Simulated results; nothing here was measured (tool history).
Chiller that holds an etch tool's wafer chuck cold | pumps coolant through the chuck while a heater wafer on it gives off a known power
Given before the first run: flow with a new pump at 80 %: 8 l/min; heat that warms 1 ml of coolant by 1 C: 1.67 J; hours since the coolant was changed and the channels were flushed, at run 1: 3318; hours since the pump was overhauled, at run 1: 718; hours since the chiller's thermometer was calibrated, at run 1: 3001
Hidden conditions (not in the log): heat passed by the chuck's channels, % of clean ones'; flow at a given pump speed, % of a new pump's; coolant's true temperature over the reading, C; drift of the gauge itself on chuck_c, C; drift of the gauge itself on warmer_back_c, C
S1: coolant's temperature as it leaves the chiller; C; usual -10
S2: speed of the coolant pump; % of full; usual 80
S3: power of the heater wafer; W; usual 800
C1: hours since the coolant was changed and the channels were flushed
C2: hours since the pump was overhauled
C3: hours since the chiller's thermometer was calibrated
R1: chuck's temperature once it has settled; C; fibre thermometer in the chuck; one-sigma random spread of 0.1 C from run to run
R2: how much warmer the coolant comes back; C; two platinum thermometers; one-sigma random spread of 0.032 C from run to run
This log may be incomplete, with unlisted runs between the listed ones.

{"run": 1, "hour": 0.0, "S1": -10, "S2": 80, "S3": 800, "C1": 3318, "C2": 718, "C3": 3001, "R1": 1.7, "R2": 3.57}
{"run": 2, "hour": 85.8, "S1": -10, "S2": 80, "S3": 800, "C1": 3404, "C2": 804, "C3": 3087, "R1": 1.5, "R2": 3.59}
{"run": 3, "hour": 192.1, "S1": -10, "S2": 80, "S3": 800, "C1": 3510, "C2": 911, "C3": 3193, "R1": 1.7, "R2": 3.58}
{"run": 4, "hour": 263.4, "S1": -10, "S2": 80, "S3": 800, "C1": 3582, "C2": 982, "C3": 3264, "R1": 1.8, "R2": 3.63}
{"run": 5, "hour": 388.5, "S1": -10, "S2": 80, "S3": 800, "C1": 3707, "C2": 1107, "C3": 3389, "R1": 1.8, "R2": 3.6}
{"run": 6, "hour": 452.3, "S1": -10, "S2": 80, "S3": 800, "C1": 3771, "C2": 1171, "C3": 3453, "R1": 1.8, "R2": 3.63}
{"run": 7, "hour": 581.1, "S1": -6, "S2": 90, "S3": 800, "C1": 3899, "C2": 1300, "C3": 3582, "R1": 5, "R2": 3.22}
{"run": 8, "hour": 683.3, "S1": -8, "S2": 90, "S3": 800, "C1": 4002, "C2": 1402, "C3": 3684, "R1": 3.1, "R2": 3.15}
{"run": 9, "hour": 782.3, "S1": -8, "S2": 90, "S3": 800, "C1": 4101, "C2": 1501, "C3": 3783, "R1": 3, "R2": 3.11}
{"run": 10, "hour": 867.9, "S1": -8, "S2": 77, "S3": 800, "C1": 4186, "C2": 1586, "C3": 3869, "R1": 4.1, "R2": 3.82}
{"run": 11, "hour": 936.5, "S1": -8, "S2": 77, "S3": 800, "C1": 4255, "C2": 1655, "C3": 3937, "R1": 4.2, "R2": 3.8}
{"run": 12, "hour": 1031.9, "S1": -15, "S2": 87, "S3": 868, "C1": 4350, "C2": 1750, "C3": 4033, "R1": -2.8, "R2": 3.63}

Below are 4 alternative next runs, each starting from the tool's condition after run 12. Predict each:
{"run": "A", "hour": 1143.6, "S1": -20, "S2": 82, "S3": 766, "C1": 4462, "C2": 1862, "C3": 4145, "R1": "?", "R2": "?"}
{"run": "B", "hour": 1143.6, "S1": -2, "S2": 87, "S3": 786, "C1": 4462, "C2": 1862, "C3": 4145, "R1": "?", "R2": "?"}
{"run": "C", "hour": 1143.6, "S1": -2, "S2": 69, "S3": 800, "C1": 4462, "C2": 1862, "C3": 4145, "R1": "?", "R2": "?"}
{"run": "D", "hour": 1143.6, "S1": -15, "S2": 80, "S3": 1040, "C1": 4462, "C2": 1862, "C3": 4145, "R1": "?", "R2": "?"}

run=A R1=-8.8 R2=3.5
run=B R1=9.2 R2=3.31
run=C R1=11.4 R2=4.35
run=D R1=0.7 R2=4.79
The same runs, with their run-to-run variation unchanged, on a tool lacking any hidden condition would have given:
run=A R1=-10 R2=3.43
run=B R1=8 R2=3.25
run=C R1=10 R2=4.27
run=D R1=-0.9 R2=4.71

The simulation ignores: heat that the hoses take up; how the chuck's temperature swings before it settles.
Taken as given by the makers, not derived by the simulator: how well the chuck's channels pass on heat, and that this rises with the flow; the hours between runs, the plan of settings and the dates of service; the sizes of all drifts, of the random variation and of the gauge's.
